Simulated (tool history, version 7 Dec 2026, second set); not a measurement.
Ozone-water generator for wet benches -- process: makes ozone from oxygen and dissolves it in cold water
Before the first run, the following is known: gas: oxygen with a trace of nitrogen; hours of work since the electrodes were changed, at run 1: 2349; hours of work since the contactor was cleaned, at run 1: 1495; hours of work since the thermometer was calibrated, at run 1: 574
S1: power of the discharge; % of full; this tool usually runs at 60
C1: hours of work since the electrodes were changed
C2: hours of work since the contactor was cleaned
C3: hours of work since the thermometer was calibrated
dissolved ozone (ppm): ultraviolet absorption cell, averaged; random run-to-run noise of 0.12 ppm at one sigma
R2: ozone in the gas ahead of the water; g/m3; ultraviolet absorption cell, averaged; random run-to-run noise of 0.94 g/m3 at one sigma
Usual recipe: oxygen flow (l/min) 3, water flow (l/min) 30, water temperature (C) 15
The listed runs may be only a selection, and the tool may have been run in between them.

Run 1, hour 0: usual settings; C1 2349; C2 1495; C3 574. Result: dissolved ozone (ppm) 9.7, R2 153.3 g/m3.
Run 2, hour 121: usual settings; C1 2454; C2 1600; C3 679. Result: dissolved ozone (ppm) 9.1, R2 152.3 g/m3.
Run 3, hour 247.6: usual settings; C1 2564; C2 1710; C3 789. Result: dissolved ozone (ppm) 9.3, R2 152.7 g/m3.
Run 4, hour 326.6: usual settings; C1 2633; C2 1779; C3 858. Result: dissolved ozone (ppm) 9.5, R2 150.2 g/m3.
Run 5, hour 438.5: usual settings; C1 2730; C2 1877; C3 955. Result: dissolved ozone (ppm) 9.4, R2 151.2 g/m3.
Run 6, hour 500.5: usual settings; C1 2784; C2 1930; C3 1009. Result: dissolved ozone (ppm) 9, R2 150.5 g/m3.
Run 7, hour 567.3: usual settings; C1 2842; C2 1989; C3 1067. Result: dissolved ozone (ppm) 9.2, R2 148.4 g/m3.
Run 8, hour 638.8: usual settings; C1 2904; C2 2051; C3 1130. Result: dissolved ozone (ppm) 9.2, R2 149.1 g/m3.
Run 9, hour 711.5: usual settings; C1 2968; C2 2114; C3 1193. Result: dissolved ozone (ppm) 9.2, R2 150.9 g/m3.
Run 10, hour 794.4: usual settings but S1 48 % of full; C1 3040; C2 2186; C3 1265. Result: dissolved ozone (ppm) 7.8, R2 125.3 g/m3.
Run 11, hour 853.1: usual settings but S1 48 % of full; C1 3091; C2 2237; C3 1316. Result: dissolved ozone (ppm) 7.8, R2 126.1 g/m3.
Run 12, hour 944.7: usual settings but S1 48 % of full; C1 3171; C2 2317; C3 1396. Result: dissolved ozone (ppm) 7.6, R2 124.6 g/m3.
Run 13, hour 1066.8: usual settings but water flow (l/min) 39; C1 3277; C2 2423; C3 1502. Result: dissolved ozone (ppm) 7.1, R2 147.5 g/m3.
Run 14, hour 1151.3: usual settings but water flow (l/min) 19; C1 3350; C2 2497; C3 1575. Result: dissolved ozone (ppm) 13.1, R2 148.8 g/m3.
Run 15, hour 1247.6: usual settings but water flow (l/min) 19; C1 3434; C2 2581; C3 1659. Result: dissolved ozone (ppm) 13.3, R2 150.3 g/m3.
Run 16, hour 1377.9: usual settings but water flow (l/min) 19; C1 3547; C2 2694; C3 1773. Result: dissolved ozone (ppm) 13.3, R2 148 g/m3.
Run 17, hour 1479: usual settings but S1 43 % of full, water temperature (C) 7; C1 3635; C2 2782; C3 1861. Result: dissolved ozone (ppm) 7.3, R2 115.2 g/m3.
Run 18, hour 1606.1: usual settings but oxygen flow (l/min) 3.04, water flow (l/min) 46, water temperature (C) 16; C1 3746; C2 2893; C3 1971. Result: dissolved ozone (ppm) 6, R2 145.8 g/m3.
Run 19, hour 1735.9: usual settings but oxygen flow (l/min) 3.04, water flow (l/min) 46, water temperature (C) 16; C1 3859; C2 3005; C3 2084. Result: dissolved ozone (ppm) 5.6, R2 145.7 g/m3.
Run 20, hour 1832.6: usual settings but oxygen flow (l/min) 1.6, water flow (l/min) 24, water temperature (C) 22; C1 3943; C2 3090; C3 2168. Result: dissolved ozone (ppm) 8.7, R2 201 g/m3.
Run 21, hour 1950.2: usual settings but S1 65 % of full, water flow (l/min) 34; C1 4045; C2 3192; C3 2271. Result: dissolved ozone (ppm) 8.3, R2 156 g/m3.
Run 22, hour 2026.2: usual settings but S1 59 % of full, oxygen flow (l/min) 3.37; C1 4112; C2 3258; C3 2337. Result: dissolved ozone (ppm) 8.9, R2 135.7 g/m3.

Hidden state or all else? Some run-to-run changes of dissolved ozone (ppm), split into what the settings, what came in and random variation would give without the hidden state, and what is left for the hidden state (with any gauge scatter that isn't in both results):
Hidden state present: yield of the discharge, % of new electrodes'; contactor's efficiency, % of a clean one's; true water temperature over the reading, C; drift of the gauge itself on ozone_ppm, %; drift of the gauge itself on gas_g_m3, %.
Run 13 -> 14: water flow (l/min) 39 -> 19. dissolved ozone (ppm) +6: hidden state -0.7, all else +6.7.
Run 16 -> 17: S1 60 -> 43, water flow (l/min) 19 -> 30, water temperature (C) 15 -> 7. dissolved ozone (ppm) -6: hidden state +0.9, all else -6.9.

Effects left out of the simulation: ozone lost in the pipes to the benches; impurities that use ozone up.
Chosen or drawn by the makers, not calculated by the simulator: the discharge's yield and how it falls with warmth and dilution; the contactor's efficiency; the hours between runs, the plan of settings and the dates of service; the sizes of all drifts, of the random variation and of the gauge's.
